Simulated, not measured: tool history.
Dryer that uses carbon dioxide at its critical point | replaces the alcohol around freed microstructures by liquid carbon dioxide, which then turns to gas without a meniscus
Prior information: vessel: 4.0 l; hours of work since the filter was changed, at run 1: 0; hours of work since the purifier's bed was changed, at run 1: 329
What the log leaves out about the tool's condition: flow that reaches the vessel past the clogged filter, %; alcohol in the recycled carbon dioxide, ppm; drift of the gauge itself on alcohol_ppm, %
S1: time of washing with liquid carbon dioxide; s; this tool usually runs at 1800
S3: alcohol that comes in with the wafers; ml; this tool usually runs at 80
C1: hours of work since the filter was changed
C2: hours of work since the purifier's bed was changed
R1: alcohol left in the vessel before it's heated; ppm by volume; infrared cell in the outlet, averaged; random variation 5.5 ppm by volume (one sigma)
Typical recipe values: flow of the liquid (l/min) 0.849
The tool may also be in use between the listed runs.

run 1 hour=0 | S1=1800 flow_of_the_liquid_(l/min)=0.849 S3=80 | C1=0 C2=329 | R1=214
run 2 hour=46 | S1=1260 flow_of_the_liquid_(l/min)=0.849 S3=80 | C1=27 C2=355 | R1=777
run 3 hour=104.5 | S1=1800 flow_of_the_liquid_(l/min)=0.849 S3=80 | C1=60 C2=389 | R1=258
run 4 hour=132.7 | S1=1800 flow_of_the_liquid_(l/min)=0.849 S3=80 | C1=77 C2=405 | R1=269
run 5 hour=181.3 | S1=1800 flow_of_the_liquid_(l/min)=0.849 S3=80 | C1=105 C2=433 | R1=293
run 6 hour=207.2 | S1=1800 flow_of_the_liquid_(l/min)=0.849 S3=80 | C1=120 C2=448 | R1=303
run 7 hour=248.8 | S1=1800 flow_of_the_liquid_(l/min)=0.849 S3=80 | C1=144 C2=472 | R1=335
run 8 hour=307.6 | S1=1800 flow_of_the_liquid_(l/min)=0.849 S3=80 | C1=178 C2=506 | R1=354
-- hour=349.5 inlet filter changed
run 9 hour=359.9 | S1=1800 flow_of_the_liquid_(l/min)=0.849 S3=80 | C1=6 C2=536 | R1=255
run 10 hour=407.4 | S1=1800 flow_of_the_liquid_(l/min)=0.849 S3=71 | C1=33 C2=564 | R1=241
run 11 hour=450.5 | S1=1800 flow_of_the_liquid_(l/min)=0.849 S3=71 | C1=58 C2=589 | R1=275
run 12 hour=485.2 | S1=1800 flow_of_the_liquid_(l/min)=0.876 S3=80 | C1=79 C2=609 | R1=277
run 13 hour=525.1 | S1=1800 flow_of_the_liquid_(l/min)=1.377 S3=80 | C1=102 C2=632 | R1=133
run 14 hour=555.2 | S1=1800 flow_of_the_liquid_(l/min)=1.377 S3=80 | C1=119 C2=649 | R1=129
run 15 hour=587.8 | S1=1740 flow_of_the_liquid_(l/min)=0.849 S3=80 | C1=138 C2=668 | R1=388
run 16 hour=634.1 | S1=1800 flow_of_the_liquid_(l/min)=0.849 S3=80 | C1=165 C2=695 | R1=385
run 17 hour=658.9 | S1=1800 flow_of_the_liquid_(l/min)=0.849 S3=80 | C1=179 C2=709 | R1=394
-- hour=699.3 inlet filter changed
run 18 hour=703.6 | S1=1800 flow_of_the_liquid_(l/min)=0.826 S3=80 | C1=2 C2=734 | R1=313
run 19 hour=735.9 | S1=1800 flow_of_the_liquid_(l/min)=0.826 S3=80 | C1=21 C2=753 | R1=322
run 20 hour=786.4 | S1=1800 flow_of_the_liquid_(l/min)=0.655 S3=80 | C1=50 C2=782 | R1=651
run 21 hour=846.3 | S1=1800 flow_of_the_liquid_(l/min)=0.655 S3=80 | C1=85 C2=817 | R1=705
run 22 hour=880 | S1=1800 flow_of_the_liquid_(l/min)=0.849 S3=80 | C1=105 C2=836 | R1=354
run 23 hour=918.6 | S1=1800 flow_of_the_liquid_(l/min)=0.849 S3=80 | C1=127 C2=859 | R1=392
run 24 hour=976.1 | S1=1920 flow_of_the_liquid_(l/min)=0.633 S3=86 | C1=160 C2=892 | R1=825
run 25 hour=1003.7 | S1=1920 flow_of_the_liquid_(l/min)=0.633 S3=86 | C1=176 C2=908 | R1=851
run 26 hour=1044.7 | S1=1920 flow_of_the_liquid_(l/min)=1.156 S3=86 | C1=200 C2=932 | R1=219
-- hour=1050.8 inlet filter changed
run 27 hour=1092.3 | S1=1920 flow_of_the_liquid_(l/min)=1.156 S3=86 | C1=24 C2=959 | R1=201
-- hour=1120.7 purifier's bed changed
run 28 hour=1123.3 | S1=1920 flow_of_the_liquid_(l/min)=1.156 S3=86 | C1=40 C2=2 | R1=28
run 29 hour=1150.2 | S1=1740 flow_of_the_liquid_(l/min)=0.698 S3=60 | C1=56 C2=17 | R1=368
run 30 hour=1189.5 | S1=1740 flow_of_the_liquid_(l/min)=0.698 S3=60 | C1=79 C2=40 | R1=390
run 31 hour=1236.7 | S1=1680 flow_of_the_liquid_(l/min)=0.989 S3=83 | C1=106 C2=67 | R1=167
run 32 hour=1269.9 | S1=1980 flow_of_the_liquid_(l/min)=0.727 S3=59 | C1=125 C2=86 | R1=244
run 33 hour=1303.4 | S1=2040 flow_of_the_liquid_(l/min)=0.914 S3=60 | C1=144 C2=106 | R1=104
run 34 hour=1331.8 | S1=2040 flow_of_the_liquid_(l/min)=1.382 S3=32 | C1=161 C2=122 | R1=26
run 35 hour=1362.1 | S1=1320 flow_of_the_liquid_(l/min)=1.188 S3=80 | C1=178 C2=140 | R1=265

Expected results for the next run?
-- hour=1402.7 inlet filter changed
run 36 hour=1416.4 | S1=1320 flow_of_the_liquid_(l/min)=1.188 S3=80 | C1=8 C2=170 | R1=?

R1: 177 ppm by volume
Minus the tool's unlogged condition, the same run would have read R1 142 ppm by volume.
